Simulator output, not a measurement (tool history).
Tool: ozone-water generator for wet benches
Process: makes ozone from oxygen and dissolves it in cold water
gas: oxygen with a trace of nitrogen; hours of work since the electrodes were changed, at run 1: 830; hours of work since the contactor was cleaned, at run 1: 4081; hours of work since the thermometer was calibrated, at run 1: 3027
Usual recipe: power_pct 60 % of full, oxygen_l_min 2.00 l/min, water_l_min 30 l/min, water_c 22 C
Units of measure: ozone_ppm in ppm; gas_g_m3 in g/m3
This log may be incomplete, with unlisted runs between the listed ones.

| run | day | power_pct | oxygen_l_min | water_l_min | water_c | hours of work since the electrodes were changed | hours of work since the contactor was cleaned | hours of work since the thermometer was calibrated | ozone_ppm | gas_g_m3 |
|---|---|---|---|---|---|---|---|---|---|---|
| 1 | 0.000 | 60 | 2.00 | 30 | 22 | 830 | 4081 | 3027 | 7.6 | 171.7 |
| 2 | 2.058 | 60 | 2.00 | 30 | 22 | 861 | 4111 | 3057 | 7.7 | 172.1 |
| 3 | 6.038 | 60 | 2.00 | 30 | 22 | 920 | 4170 | 3116 | 7.6 | 170.6 |
| 4 | 10.317 | 60 | 2.00 | 30 | 22 | 983 | 4234 | 3179 | 7.6 | 172.7 |
| 5 | 13.271 | 60 | 2.00 | 30 | 22 | 1027 | 4277 | 3223 | 7.6 | 171.6 |
| 6 | 17.208 | 60 | 2.80 | 30 | 22 | 1085 | 4336 | 3282 | 8.7 | 152.4 |
| 7 | 20.925 | 60 | 2.80 | 30 | 22 | 1141 | 4391 | 3337 | 8.8 | 151.2 |
| 8 | 23.088 | 60 | 2.80 | 30 | 22 | 1173 | 4423 | 3369 | 8.8 | 152.8 |
| 9 | 25.138 | 46 | 3.34 | 46 | 25 | 1203 | 4453 | 3399 | 5.0 | 118.5 |
| 10 | 29.404 | 66 | 1.32 | 22 | 15 | 1266 | 4517 | 3463 | 9.4 | 208.6 |
| 11 | 31.325 | 68 | 1.86 | 31 | 29 | 1295 | 4545 | 3491 | 7.5 | 189.9 |
| 12 | 34.608 | 68 | 1.86 | 31 | 29 | 1344 | 4594 | 3540 | 7.4 | 192.4 |
| 13 | 37.338 | 68 | 1.86 | 31 | 29 | 1384 | 4634 | 3580 | 7.4 | 192.9 |
| 14 | 41.167 | 68 | 1.86 | 31 | 29 | 1441 | 4691 | 3637 | 7.1 | 188.6 |
| 15 | 44.508 | 68 | 1.86 | 31 | 29 | 1490 | 4741 | 3687 | 7.5 | 192.1 |
| 16 | 47.258 | 68 | 1.86 | 31 | 29 | 1531 | 4782 | 3727 | 7.3 | 191.6 |

Hidden state or all else? Some run-to-run changes of ozone_ppm, split into what the settings, what came in and random variation would give without the hidden state, and what is left for the hidden state (with any gauge scatter that isn't in both results):
Unlogged tool condition in this case: yield of the discharge, % of new electrodes'; contactor's efficiency, % of a clean one's; true water temperature over the reading, C; drift of the gauge itself on ozone_ppm, %; drift of the gauge itself on gas_g_m3, %.
Run 8 -> 9: power_pct 60 -> 46, oxygen_l_min 2.80 -> 3.34, water_l_min 30 -> 46, water_c 22 -> 25. ozone_ppm -3.8 ppm: hidden state +0.2, all else -4.0.
Run 9 -> 10: power_pct 46 -> 66, oxygen_l_min 3.34 -> 1.32, water_l_min 46 -> 22, water_c 25 -> 15. ozone_ppm +4.4 ppm: hidden state -0.2, all else +4.6.
